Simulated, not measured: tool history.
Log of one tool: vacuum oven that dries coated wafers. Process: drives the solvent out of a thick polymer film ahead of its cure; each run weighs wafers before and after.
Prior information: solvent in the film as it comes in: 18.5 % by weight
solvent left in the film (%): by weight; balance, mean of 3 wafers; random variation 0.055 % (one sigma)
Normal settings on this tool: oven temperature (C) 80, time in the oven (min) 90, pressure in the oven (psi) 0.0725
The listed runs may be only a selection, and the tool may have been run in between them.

run   hour  oven temperature (C)  time in the oven (min)  pressure in the oven (psi)  solvent left in the film (%)
  1    0.0                    80                      90                      0.0725                          1.96
  2   21.1                    80                      90                      0.1136                          2.05
  3   38.7                    80                      85                      0.0725                          2.21
  4   57.2                    80                      85                      0.1445                          2.34
  5   75.4                    80                      85                      0.1445                          2.28
  6   98.7                    80                      85                      0.1445                          2.30
  7  117.4                    90                      90                      0.0725                          0.65
  8  137.7                    90                      90                      0.0725                          0.65
  9  160.1                    80                      90                      0.2717                          2.16
 10  174.3                    80                      90                      0.2717                          2.23
 11  185.7                    80                      90                      0.2717                          2.21
 12  203.5                    80                      90                      0.0725                          1.96
 13  216.6                    69                      90                      0.0725                          4.63
 14  227.9                    69                      90                      0.0725                          4.64
 15  241.2                    80                      90                      0.0725                          1.86
 16  254.3                    80                      90                      0.0725                          1.93
 17  265.9                    75                      90                      0.0725                          3.10
 18  287.3                    75                      90                      0.0725                          3.04
 19  298.0                    71                      90                      0.0725                          4.07
 20  314.7                    80                      53                      0.0725                          4.57
 21  334.0                    80                      91                      0.0725                          1.85
 22  357.3                    80                      91                      0.0725                          1.94
 23  373.5                    80                      90                      0.1675                          1.99
 24  397.1                    81                      45                      0.0957                          4.96
 25  417.4                    81                      45                      0.0957                          4.98
 26  428.7                    81                      45                      0.0957                          5.03
 27  452.7                    76                      66                      0.0567                          4.29
 28  475.2                    89                      90                      0.0725                          0.66
 29  492.0                    80                      90                      0.0725                          1.82
     496.0  -- oven's thermocouples calibrated
 30  506.9                    76                     140                      0.0603                          0.80
 31  519.5                    80                      90                      0.1008                          1.73
 32  538.6                    94                      92                      0.0725                          0.28
 33  558.7                    94                      92                      0.0725                          0.22
     562.0  -- oven's thermocouples calibrated, once more
 34  577.5                    87                      90                      0.0410                          1.16
 35  588.6                    75                      90                      0.0410                          3.50
 36  609.5                    75                      90                      0.0410                          3.48
 37  631.6                    80                     100                      0.1234                          2.08
 38  656.2                    80                     100                      0.1234                          1.92
 39  681.1                    82                     124                      0.2725                          1.09
 40  699.7                    83                      66                      0.1060                          3.15
 41  714.3                    83                      66                      0.1060                          3.04
 42  729.0                    83                      66                      0.1060                          3.07
 43  742.9                    88                      98                      0.0455                          0.63
 44  767.5                    75                     123                      0.1165                          2.18
 45  781.9                    82                     123                      0.1433                          1.02
 46  802.0                    79                      80                      0.0550                          3.10

4 ways to go on from here, each from the tool as it stands after run 46. What would each give?
  A  824.3                    80                     117                      0.0725                             ?
  B  824.3                    74                     134                      0.0725                             ?
  C  824.3                    72                     125                      0.0860                             ?
  D  824.3                    95                      63                      0.1081                             ?

run  solvent left in the film (%)
  A                          1.38
  B                          1.96
  C                          2.66
  D                          1.04
Had the tool no hidden state, the same runs would have come out as:
run  solvent left in the film (%)
  A                          1.39
  B                          1.97
  C                          2.68
  D                          1.06

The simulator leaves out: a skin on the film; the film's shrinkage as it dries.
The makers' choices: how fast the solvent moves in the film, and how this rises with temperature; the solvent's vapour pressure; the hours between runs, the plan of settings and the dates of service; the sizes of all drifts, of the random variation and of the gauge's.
